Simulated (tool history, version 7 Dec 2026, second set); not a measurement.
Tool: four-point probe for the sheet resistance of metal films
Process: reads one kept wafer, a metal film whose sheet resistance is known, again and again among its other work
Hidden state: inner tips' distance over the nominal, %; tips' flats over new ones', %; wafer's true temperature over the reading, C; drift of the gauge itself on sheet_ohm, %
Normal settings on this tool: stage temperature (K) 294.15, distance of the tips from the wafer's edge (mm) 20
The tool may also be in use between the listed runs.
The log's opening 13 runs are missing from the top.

| run | hour | stage temperature (K) | distance of the tips from the wafer's edge (mm) | touches since the probe head was changed | hours of work since the stage's thermometer was calibrated | sheet resistance as the instrument gives it (ohm/square) |
|---|---|---|---|---|---|---|
| 14 | 140.3 | 301.15 | 20 | 28918 | 38 | 0.045078 |
| 15 | 149.1 | 301.15 | 20 | 29313 | 43 | 0.045086 |
| 16 | 163.1 | 292.15 | 13 | 29946 | 51 | 0.044896 |
|  | 168.9 | stage's thermometer calibrated, once more |
| 17 | 176.4 | 306.15 | 53 | 30524 | 4 | 0.045182 |
| 18 | 183.9 | 298.15 | 20 | 30863 | 9 | 0.045012 |
| 19 | 191.6 | 292.15 | 49 | 31214 | 13 | 0.044863 |
| 20 | 201.0 | 294.15 | 3 | 31637 | 19 | 0.045945 |
| 21 | 215.3 | 294.15 | 7 | 32285 | 28 | 0.045098 |
| 22 | 225.4 | 302.15 | 63 | 32739 | 33 | 0.045072 |
| 23 | 240.6 | 302.15 | 63 | 33427 | 43 | 0.045052 |
| 24 | 246.8 | 307.15 | 18 | 33709 | 46 | 0.045208 |
| 25 | 253.4 | 292.15 | 66 | 34008 | 50 | 0.044840 |
| 26 | 261.0 | 294.15 | 21 | 34350 | 55 | 0.044891 |
| 27 | 274.1 | 294.15 | 46 | 34945 | 62 | 0.044872 |
| 28 | 284.2 | 294.15 | 46 | 35399 | 68 | 0.044868 |
| 29 | 294.3 | 302.15 | 14 | 35859 | 74 | 0.045103 |
| 30 | 304.7 | 294.15 | 8 | 36327 | 81 | 0.045015 |

Predict each of these 4 candidate next runs independently; none follows another, all start after run 30:
| A | 320.0 | 294.15 | 4 | 37021 | 90 | ? |
| B | 320.0 | 294.15 | 23 | 37021 | 90 | ? |
| C | 320.0 | 298.15 | 17 | 37021 | 90 | ? |
| D | 320.0 | 302.15 | 10 | 37021 | 90 | ? |

| run | sheet resistance as the instrument gives it (ohm/square) |
|---|---|
| A | 0.045458 |
| B | 0.044874 |
| C | 0.044995 |
| D | 0.045142 |
What these runs would have given with no unlogged condition in the tool:
| run | sheet resistance as the instrument gives it (ohm/square) |
|---|---|
| A | 0.045553 |
| B | 0.044968 |
| C | 0.045089 |
| D | 0.045237 |
